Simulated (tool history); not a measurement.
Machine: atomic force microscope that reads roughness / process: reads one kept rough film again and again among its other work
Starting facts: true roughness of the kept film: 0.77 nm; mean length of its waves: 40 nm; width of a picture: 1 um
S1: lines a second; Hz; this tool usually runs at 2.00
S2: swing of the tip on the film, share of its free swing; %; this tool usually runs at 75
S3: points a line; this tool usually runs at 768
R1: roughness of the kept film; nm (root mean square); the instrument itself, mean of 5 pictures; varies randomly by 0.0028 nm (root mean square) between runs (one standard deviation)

{"run": 1, "day": 0.0, "S1": 2.0, "S2": 75, "S3": 768, "R1": 0.716}
{"run": 2, "day": 0.404, "S1": 2.0, "S2": 75, "S3": 768, "R1": 0.714}
{"run": 3, "day": 0.725, "S1": 2.0, "S2": 75, "S3": 768, "R1": 0.716}
{"run": 4, "day": 0.996, "S1": 2.0, "S2": 75, "S3": 768, "R1": 0.717}
{"run": 5, "day": 1.304, "S1": 2.0, "S2": 65, "S3": 768, "R1": 0.73}
{"run": 6, "day": 1.721, "S1": 2.0, "S2": 75, "S3": 768, "R1": 0.716}
{"run": 7, "day": 2.092, "S1": 2.0, "S2": 75, "S3": 768, "R1": 0.714}
{"run": 8, "day": 2.379, "S1": 2.0, "S2": 75, "S3": 768, "R1": 0.712}
{"run": 9, "day": 2.654, "S1": 2.0, "S2": 75, "S3": 768, "R1": 0.72}
{"run": 10, "day": 3.071, "S1": 2.0, "S2": 75, "S3": 768, "R1": 0.714}
{"run": 11, "day": 3.317, "S1": 2.0, "S2": 75, "S3": 768, "R1": 0.71}
{"run": 12, "day": 3.75, "S1": 2.0, "S2": 75, "S3": 768, "R1": 0.709}
{"run": 13, "day": 3.975, "S1": 2.0, "S2": 75, "S3": 302, "R1": 0.709}
{"run": 14, "day": 4.35, "S1": 2.0, "S2": 75, "S3": 895, "R1": 0.714}
{"run": 15, "day": 4.579, "S1": 2.0, "S2": 75, "S3": 895, "R1": 0.715}
{"run": 16, "day": 4.946, "S1": 2.0, "S2": 75, "S3": 281, "R1": 0.712}
{"run": 17, "day": 5.154, "S1": 2.0, "S2": 75, "S3": 620, "R1": 0.716}
{"run": 18, "day": 5.358, "S1": 2.0, "S2": 76, "S3": 768, "R1": 0.707}
{"run": 19, "day": 5.688, "S1": 2.0, "S2": 76, "S3": 768, "R1": 0.709}
{"run": 20, "day": 6.012, "S1": 2.0, "S2": 76, "S3": 768, "R1": 0.713}
{"run": 21, "day": 6.192, "S1": 2.0, "S2": 75, "S3": 363, "R1": 0.714}
{"run": 22, "day": 6.496, "S1": 2.0, "S2": 75, "S3": 670, "R1": 0.713}
{"run": 23, "day": 6.829, "S1": 2.0, "S2": 75, "S3": 670, "R1": 0.712}
{"run": 24, "day": 7.192, "S1": 2.0, "S2": 75, "S3": 670, "R1": 0.715}
{"run": 25, "day": 7.458, "S1": 1.94, "S2": 75, "S3": 768, "R1": 0.714}
{"run": 26, "day": 7.683, "S1": 0.56, "S2": 75, "S3": 562, "R1": 0.746}
{"run": 27, "day": 8.008, "S1": 0.97, "S2": 59, "S3": 768, "R1": 0.754}
{"run": 28, "day": 8.421, "S1": 0.98, "S2": 70, "S3": 646, "R1": 0.742}
{"run": 29, "day": 8.733, "S1": 2.18, "S2": 65, "S3": 604, "R1": 0.728}
{"run": 30, "day": 8.925, "S1": 2.18, "S2": 57, "S3": 545, "R1": 0.741}
{"run": 31, "day": 9.221, "S1": 2.18, "S2": 57, "S3": 545, "R1": 0.741}
{"run": 32, "day": 9.442, "S1": 2.18, "S2": 57, "S3": 545, "R1": 0.737}
{"run": 33, "day": 9.804, "S1": 0.87, "S2": 72, "S3": 460, "R1": 0.745}
{"run": 34, "day": 10.158, "S1": 0.87, "S2": 72, "S3": 460, "R1": 0.741}
{"run": 35, "day": 10.579, "S1": 2.0, "S2": 55, "S3": 768, "R1": 0.747}
{"run": 36, "day": 10.888, "S1": 2.0, "S2": 55, "S3": 768, "R1": 0.749}
{"run": 37, "day": 11.204, "S1": 0.69, "S2": 55, "S3": 768, "R1": 0.753}
{"run": 38, "day": 11.521, "S1": 0.69, "S2": 55, "S3": 614, "R1": 0.754}
{"run": 39, "day": 11.742, "S1": 2.0, "S2": 66, "S3": 614, "R1": 0.729}
{"run": 40, "day": 12.042, "S1": 2.0, "S2": 77, "S3": 760, "R1": 0.715}
{"run": 41, "day": 12.317, "S1": 2.0, "S2": 73, "S3": 768, "R1": 0.72}
{"run": 42, "day": 12.725, "S1": 1.93, "S2": 77, "S3": 854, "R1": 0.712}
{"run": 43, "day": 13.004, "S1": 2.01, "S2": 67, "S3": 854, "R1": 0.73}
{"run": 44, "day": 13.325, "S1": 1.17, "S2": 80, "S3": 854, "R1": 0.72}
{"run": 45, "day": 13.512, "S1": 0.76, "S2": 62, "S3": 445, "R1": 0.746}
{"run": 46, "day": 13.908, "S1": 2.0, "S2": 75, "S3": 549, "R1": 0.715}
{"run": 47, "day": 14.138, "S1": 2.0, "S2": 66, "S3": 704, "R1": 0.728}
{"run": 48, "day": 14.421, "S1": 0.63, "S2": 66, "S3": 276, "R1": 0.744}
{"run": 49, "day": 14.85, "S1": 3.08, "S2": 63, "S3": 365, "R1": 0.716}
{"run": 50, "day": 15.062, "S1": 2.61, "S2": 86, "S3": 422, "R1": 0.664}

Missing from the log above: 1 entry noted between runs. For each, name the pair of listed runs it sits between and say how the tool's hidden condition differs from the listed run just before to the listed run just after:
From run 16 to run 17: new tip fitted (day 5.104)
  radius of the tip, nm: 7.8 -> 7

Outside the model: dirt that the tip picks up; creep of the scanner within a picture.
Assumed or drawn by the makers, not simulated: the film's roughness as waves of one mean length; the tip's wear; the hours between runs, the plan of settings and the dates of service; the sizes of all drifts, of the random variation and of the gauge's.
